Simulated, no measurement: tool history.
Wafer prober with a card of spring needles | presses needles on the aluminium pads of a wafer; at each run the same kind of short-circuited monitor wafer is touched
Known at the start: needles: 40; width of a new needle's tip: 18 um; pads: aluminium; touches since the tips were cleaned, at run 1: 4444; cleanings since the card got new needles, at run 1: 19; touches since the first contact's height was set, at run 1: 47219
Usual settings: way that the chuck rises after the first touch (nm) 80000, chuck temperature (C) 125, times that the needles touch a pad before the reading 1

run   hour  way that the chuck rises after the first touch (nm)  chuck temperature (C)  times that the needles touch a pad before the reading  touches since the tips were cleaned  cleanings since the card got new needles  touches since the first contact's height was set  resistance of one needle with its contact and lead (mohm)  way that a needle slides on the pad (nm)
  1      0                                                80000                    125                                                      1                                 4444                                        19                                             47219                                                        219                                     18040
         5  -- tips cleaned on abrasive film
      18.1  -- tips cleaned on abrasive film
      31.1  -- tips cleaned on abrasive film
  2     37                                                70000                    125                                                      1                                 3568                                        22                                             69470                                                        217                                     15840
      42.3  -- tips cleaned on abrasive film
      55.2  -- tips cleaned on abrasive film
      68.2  -- tips cleaned on abrasive film
  3   68.7                                                70000                    125                                                      1                                  328                                        25                                             88503                                                        220                                     15790
      79.3  -- tips cleaned on abrasive film
      92.3  -- tips cleaned on abrasive film
      95.2  -- height of the first contact set anew
     105.5  -- tips cleaned on abrasive film
  4    110                                                80000                     85                                                      1                                 2721                                        28                                              8944                                                        206                                     18150
       118  -- tips cleaned on abrasive film
     131.1  -- tips cleaned on abrasive film
     142.1  -- tips cleaned on abrasive film
  5  142.1                                                80000                     85                                                      1                                    0                                        31                                             28221                                                        207                                     17990
     155.1  -- tips cleaned on abrasive film
       168  -- tips cleaned on abrasive film
     181.2  -- tips cleaned on abrasive film
  6  187.2                                                80000                     85                                                      1                                 3650                                        34                                             55371                                                        208                                     18030
     192.5  -- tips cleaned on abrasive film
     205.4  -- tips cleaned on abrasive film
     218.2  -- tips cleaned on abrasive film
  7  224.8                                                80000                     85                                                      1                                 3994                                        37                                             77944                                                        204                                     18010
     229.6  -- tips cleaned on abrasive film
     242.7  -- tips cleaned on abrasive film
  8  249.9                                                80000                     85                                                      1                                 4366                                        39                                             93090                                                        203                                     18130
     255.3  -- tips cleaned on abrasive film
     268.1  -- tips cleaned on abrasive film
     270.5  -- height of the first contact set anew
     280.9  -- tips cleaned on abrasive film
     291.4  -- tips cleaned on abrasive film
  9  298.5                                                80000                     67                                                      1                                 4282                                        43                                             16829                                                        204                                     17980
     303.8  -- tips cleaned on abrasive film
     316.4  -- tips cleaned on abrasive film
     329.5  -- tips cleaned on abrasive film
 10  331.8                                                80000                     67                                                      1                                 1387                                        46                                             36859                                                        200                                     17900
     342.3  -- tips cleaned on abrasive film
     355.5  -- tips cleaned on abrasive film
     368.2  -- tips cleaned on abrasive film
 11  373.1                                                80000                     67                                                      1                                 2958                                        49                                             61702                                                        203                                     17940
       381  -- tips cleaned on abrasive film
       394  -- tips cleaned on abrasive film
     404.5  -- tips cleaned on abrasive film
     417.7  -- tips cleaned on abrasive film
 12  424.4                                                80000                     67                                                      1                                 4040                                        53                                             92545                                                        199                                     17910
     429.7  -- tips cleaned on abrasive film
     442.5  -- tips cleaned on abrasive film
     445.4  -- height of the first contact set anew
       456  -- tips cleaned on abrasive film
 13  460.2                                                80000                     67                                                      1                                 2554                                        56                                              8891                                                        199                                     17880
     468.1  -- tips cleaned on abrasive film
     481.3  -- tips cleaned on abrasive film
     493.6  -- tips cleaned on abrasive film
     506.7  -- tips cleaned on abrasive film
 14    507                                                80000                     67                                                      1                                  161                                        60                                             37029                                                        200                                     17930
     519.6  -- tips cleaned on abrasive film
     532.4  -- tips cleaned on abrasive film
     544.7  -- tips cleaned on abrasive film
 15  554.9                                                79000                     30                                                      2                                 6227                                        63                                             65891                                                        191                                     17720
     557.6  -- tips cleaned on abrasive film
     570.3  -- tips cleaned on abrasive film
 16  578.3                                                79000                     30                                                      2                                 4833                                        65                                             79947                                                        192                                     17630
       581  -- tips cleaned on abrasive film
     593.9  -- tips cleaned on abrasive film
     607.1  -- tips cleaned on abrasive film
     619.1  -- tips cleaned on abrasive film
     619.4  -- height of the first contact set anew
 17  619.4                                                79000                     30                                                      2                                    0                                        69                                                 0                                                        190                                     17500
     632.3  -- tips cleaned on abrasive film
     640.1  -- gauge calibrated
     645.4  -- tips cleaned on abrasive film
     658.6  -- tips cleaned on abrasive film
 18  665.5                                                79000                     30                                                      2                                 4145                                        72                                             27749                                                        192                                     17870
     670.8  -- tips cleaned on abrasive film
     683.4  -- tips cleaned on abrasive film
 19    690                                                73000                    125                                                      1                                 4010                                        74                                             42517                                                        215                                     16480
     695.3  -- tips cleaned on abrasive film
     708.1  -- tips cleaned on abrasive film
     721.3  -- tips cleaned on abrasive film
       734  -- tips cleaned on abrasive film
 20  739.1                                                81000                     80                                                      2                                 3108                                        78                                             72035                                                        205                                     18310
     746.9  -- tips cleaned on abrasive film
       760  -- tips cleaned on abrasive film
     772.5  -- tips cleaned on abrasive film
 21  776.7                                                64000                     82                                                      1                                 2574                                        81                                             94646                                                        209                                     14400
     784.7  -- tips cleaned on abrasive film
     795.4  -- height of the first contact set anew
     798.1  -- tips cleaned on abrasive film
 22  804.6                                                67000                     82                                                      1                                 3956                                        83                                              5540                                                        209                                     15170
       810  -- tips cleaned on abrasive film
     823.1  -- tips cleaned on abrasive film
     836.3  -- tips cleaned on abrasive film
 23    838                                                90000                    125                                                      1                                 1045                                        86                                             25596                                                        213                                     20330
     848.3  -- tips cleaned on abrasive film
     861.5  -- tips cleaned on abrasive film
 24  863.1                                                62000                    125                                                      2                                  955                                        88                                             40660                                                        224                                     13980
     873.6  -- tips cleaned on abrasive film
     886.3  -- tips cleaned on abrasive film
     896.9  -- tips cleaned on abrasive film
 25  906.8                                                63000                    114                                                      1                                 5976                                        91                                             66952                                                        221                                     14110
     909.5  -- tips cleaned on abrasive film
       920  -- tips cleaned on abrasive film
     932.3  -- tips cleaned on abrasive film
 26  940.2                                                74000                     27                                                      1                                 4828                                        94                                             87066                                                        194                                     16650

Some steps in way that a needle slides on the pad (nm) between neighbouring runs. How much of each would the tool show without its hidden state too (settings, what came in, random variation), and how much is left for the hidden state, with any gauge scatter that isn't in both results?
The hidden state here: debris on the tips, nm; way that the needles fall short of the set height, um; tips' diameter, um; drift of the gauge itself on contact_mohm, %; drift of the gauge itself on scrub_um, %.
Run 17 -> 18: tips cleaned on abrasive film, gauge calibrated, tips cleaned on abrasive film, tips cleaned on abrasive film. way that a needle slides on the pad (nm) +370: hidden state +260, all else +110.
Run 22 -> 23: way that the chuck rises after the first touch (nm) 67000 -> 90000, chuck temperature (C) 82 -> 125, tips cleaned on abrasive film, tips cleaned on abrasive film, tips cleaned on abrasive film. way that a needle slides on the pad (nm) +5160: hidden state -40, all else +5200.
Run 23 -> 24: way that the chuck rises after the first touch (nm) 90000 -> 62000, times that the needles touch a pad before the reading 1 -> 2, tips cleaned on abrasive film, tips cleaned on abrasive film. way that a needle slides on the pad (nm) -6350: hidden state +20, all else -6370.
